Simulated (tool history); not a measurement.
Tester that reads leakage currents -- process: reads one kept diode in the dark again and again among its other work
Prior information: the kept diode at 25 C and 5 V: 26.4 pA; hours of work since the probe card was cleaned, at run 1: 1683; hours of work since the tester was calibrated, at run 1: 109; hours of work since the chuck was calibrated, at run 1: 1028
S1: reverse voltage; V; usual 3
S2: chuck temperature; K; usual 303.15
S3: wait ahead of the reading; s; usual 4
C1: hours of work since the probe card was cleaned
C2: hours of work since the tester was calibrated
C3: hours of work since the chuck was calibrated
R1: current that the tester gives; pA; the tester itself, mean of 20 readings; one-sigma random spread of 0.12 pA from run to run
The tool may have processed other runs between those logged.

run 1 hour=0 | S1=3 S2=303.15 S3=4 | C1=1683 C2=109 C3=1028 | R1=42.32
-- hour=174.3 probe card cleaned and baked
run 2 hour=223.1 | S1=3 S2=303.15 S3=4 | C1=28 C2=236 C3=1155 | R1=44.43
run 3 hour=361.5 | S1=13.89 S2=303.15 S3=4 | C1=108 C2=317 C3=1235 | R1=90.52
-- hour=508.3 chuck's temperature calibrated
run 4 hour=527.2 | S1=3 S2=303.15 S3=4.53 | C1=203 C2=411 C3=11 | R1=38.96
run 5 hour=710.2 | S1=3 S2=303.15 S3=7.41 | C1=309 C2=517 C3=117 | R1=39.47
run 6 hour=824.3 | S1=3 S2=303.15 S3=7.41 | C1=375 C2=583 C3=183 | R1=39.91
run 7 hour=1001.9 | S1=3 S2=303.15 S3=7.41 | C1=478 C2=686 C3=286 | R1=40.48
-- hour=1175.2 probe card cleaned and baked, once more
run 8 hour=1207.7 | S1=3 S2=303.15 S3=7.41 | C1=19 C2=804 C3=403 | R1=37.06
run 9 hour=1414.5 | S1=3 S2=303.15 S3=4 | C1=139 C2=924 C3=523 | R1=37.52
run 10 hour=1632.5 | S1=3 S2=303.15 S3=4 | C1=265 C2=1050 C3=649 | R1=38.53
run 11 hour=1840.1 | S1=3 S2=306.15 S3=4 | C1=385 C2=1170 C3=769 | R1=51.29
run 12 hour=2066.7 | S1=9.89 S2=309.15 S3=0.31 | C1=516 C2=1301 C3=901 | R1=116.98
run 13 hour=2230.6 | S1=1.55 S2=303.15 S3=2.05 | C1=611 C2=1396 C3=996 | R1=31.6
run 14 hour=2456.7 | S1=1.55 S2=303.15 S3=2.05 | C1=742 C2=1527 C3=1127 | R1=32.19
run 15 hour=2642 | S1=2.27 S2=322.15 S3=4.83 | C1=849 C2=1634 C3=1234 | R1=188.79
run 16 hour=2766.2 | S1=1.56 S2=317.15 S3=4.7 | C1=921 C2=1706 C3=1306 | R1=110.18
-- hour=2788 chuck's temperature calibrated
run 17 hour=2987.6 | S1=4.72 S2=314.15 S3=4 | C1=1048 C2=1833 C3=116 | R1=113.73
run 18 hour=3191.4 | S1=13.79 S2=327.15 S3=4 | C1=1166 C2=1951 C3=234 | R1=496.41
run 19 hour=3292.5 | S1=6.15 S2=311.15 S3=0.41 | C1=1225 C2=2010 C3=292 | R1=103.82
run 20 hour=3525.2 | S1=15.36 S2=311.15 S3=0.41 | C1=1360 C2=2145 C3=427 | R1=159.06
run 21 hour=3773 | S1=15.36 S2=311.15 S3=0.41 | C1=1503 C2=2288 C3=570 | R1=163.93
run 22 hour=3962.7 | S1=6.23 S2=312.15 S3=4.42 | C1=1613 C2=2398 C3=680 | R1=115.53

3 ways to go on from here, each from the tool as it stands after run 22. What would each give?
run A hour=4131.4 | S1=6.23 S2=312.15 S3=0.57 | C1=1711 C2=2496 C3=778 | R1=?
run B hour=4131.4 | S1=2.28 S2=311.15 S3=0.33 | C1=1711 C2=2496 C3=778 | R1=?
run C hour=4131.4 | S1=2.8 S2=303.15 S3=0.43 | C1=1711 C2=2496 C3=778 | R1=?

run=A R1=119.86
run=B R1=73.69
run=C R1=41.16
Take away the tool's hidden state, keep each run's random variation, and the runs would have read:
run=A R1=106.16
run=B R1=66.53
run=C R1=35.78

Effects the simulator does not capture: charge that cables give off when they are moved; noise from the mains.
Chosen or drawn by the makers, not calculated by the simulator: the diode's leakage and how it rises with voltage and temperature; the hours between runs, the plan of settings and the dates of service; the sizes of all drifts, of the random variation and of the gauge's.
